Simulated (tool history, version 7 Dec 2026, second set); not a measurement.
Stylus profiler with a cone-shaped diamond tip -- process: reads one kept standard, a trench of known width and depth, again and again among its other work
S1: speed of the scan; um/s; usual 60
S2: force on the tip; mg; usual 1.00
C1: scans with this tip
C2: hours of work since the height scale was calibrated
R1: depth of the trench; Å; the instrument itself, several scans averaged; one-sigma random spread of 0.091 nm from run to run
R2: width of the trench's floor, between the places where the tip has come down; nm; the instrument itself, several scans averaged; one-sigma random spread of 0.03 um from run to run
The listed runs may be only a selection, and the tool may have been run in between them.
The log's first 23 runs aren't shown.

run	hour	S1	S2	C1	C2	R1	R2
24	284.7	23	0.54	3261	269	2003.7	27910
25	298.0	156	0.47	3327	275	2001.1	26010
26	307.9	140	0.49	3377	279	2003.8	26340
27	315.1	31	0.96	3412	282	2007.2	27830
28	326.3	31	0.96	3468	287	2004.9	27850
29	337.4	21	2.38	3524	291	2010.7	28010
30	353.2	45	0.46	3602	298	2001.1	27510
31	364.0	17	1.70	3656	302	2009.5	28040
32	378.7	17	1.70	3729	308	2008.0	27980
33	390.9	204	0.51	3790	313	2001.1	25470
34	402.0	122	0.51	3846	318	2001.4	26470
35	411.8	122	0.51	3894	322	2001.0	26480
36	423.8	122	0.51	3954	327	2002.6	26530
37	434.7	122	0.51	4008	331	2001.6	26500
38	445.8	122	0.51	4064	336	2003.1	26540
39	454.3	185	0.41	4106	339	2001.0	25380
40	468.2	92	1.53	4176	345	2007.1	27400
41	481.4	78	2.79	4241	351	2013.1	27690

Branching from run 41: 5 alternative next runs. What would each branch give?
A	493.8	78	1.66	4303	356	?	?
B	493.8	44	0.70	4303	356	?	?
C	493.8	21	0.83	4303	356	?	?
D	493.8	28	2.06	4303	356	?	?
E	493.8	25	0.35	4303	356	?	?

run	R1	R2
A	2009.8	27610
B	2003.6	27650
C	2004.9	27890
D	2009.5	27940
E	2001.1	27770
Without the tool's unlogged condition, the same runs would have read:
run	R1	R2
A	2013.3	27740
B	2007.1	27780
C	2008.4	28020
D	2013.0	28070
E	2004.6	27900

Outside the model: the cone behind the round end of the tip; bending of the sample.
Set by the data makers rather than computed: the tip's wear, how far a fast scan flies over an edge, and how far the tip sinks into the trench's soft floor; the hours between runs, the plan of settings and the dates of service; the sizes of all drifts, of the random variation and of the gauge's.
